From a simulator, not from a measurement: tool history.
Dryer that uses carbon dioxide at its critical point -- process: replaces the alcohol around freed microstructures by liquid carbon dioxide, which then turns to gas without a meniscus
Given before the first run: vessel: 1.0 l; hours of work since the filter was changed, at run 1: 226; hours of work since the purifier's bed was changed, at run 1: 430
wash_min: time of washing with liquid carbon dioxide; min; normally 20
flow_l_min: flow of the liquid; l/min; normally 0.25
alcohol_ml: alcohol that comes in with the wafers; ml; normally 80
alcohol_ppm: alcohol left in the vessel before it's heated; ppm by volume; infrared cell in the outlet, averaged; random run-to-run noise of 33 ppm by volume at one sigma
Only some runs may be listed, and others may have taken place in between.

| run | hour | wash_min | flow_l_min | alcohol_ml | hours of work since the filter was changed | hours of work since the purifier's bed was changed | alcohol_ppm |
|---|---|---|---|---|---|---|---|
| 1 | 0 | 20 | 0.25 | 80 | 226 | 430 | 4047 |
|  | 7.6 | inlet filter changed |
| 2 | 41.6 | 13 | 0.25 | 80 | 21 | 455 | 8093 |
| 3 | 88.4 | 13 | 0.25 | 80 | 51 | 485 | 8591 |
| 4 | 136.7 | 20 | 0.25 | 80 | 81 | 515 | 2872 |
| 5 | 165.6 | 20 | 0.25 | 80 | 99 | 533 | 3037 |
| 6 | 190.2 | 20 | 0.25 | 80 | 115 | 549 | 3178 |
| 7 | 212.9 | 18 | 0.25 | 27 | 129 | 563 | 1617 |
| 8 | 261.2 | 16 | 0.192 | 53 | 159 | 593 | 7723 |
|  | 308 | purifier's bed changed |
| 9 | 308 | 16 | 0.192 | 29 | 187 | 0 | 4445 |
| 10 | 336.5 | 16 | 0.192 | 29 | 205 | 18 | 4410 |
| 11 | 371 | 18 | 0.228 | 40 | 227 | 40 | 3478 |
|  | 378.5 | inlet filter changed |
| 12 | 394 | 12 | 0.25 | 80 | 10 | 53 | 9314 |

Hidden state or all else? Some run-to-run changes of alcohol_ppm, split into what the settings, what came in and random variation would give without the hidden state, and what is left for the hidden state (with any gauge scatter that isn't in both results):
What the log doesn't record here: flow that reaches the vessel past the clogged filter, %; alcohol in the recycled carbon dioxide, ppm; drift of the gauge itself on alcohol_ppm, %.
Run 1 -> 2: wash_min 20 -> 13, inlet filter changed. alcohol_ppm +4046 ppm by volume: hidden state -1374, all else +5420.
Run 7 -> 8: wash_min 18 -> 16, flow_l_min 0.25 -> 0.192, alcohol_ml 27 -> 53. alcohol_ppm +6106 ppm by volume: hidden state +1345, all else +4761.
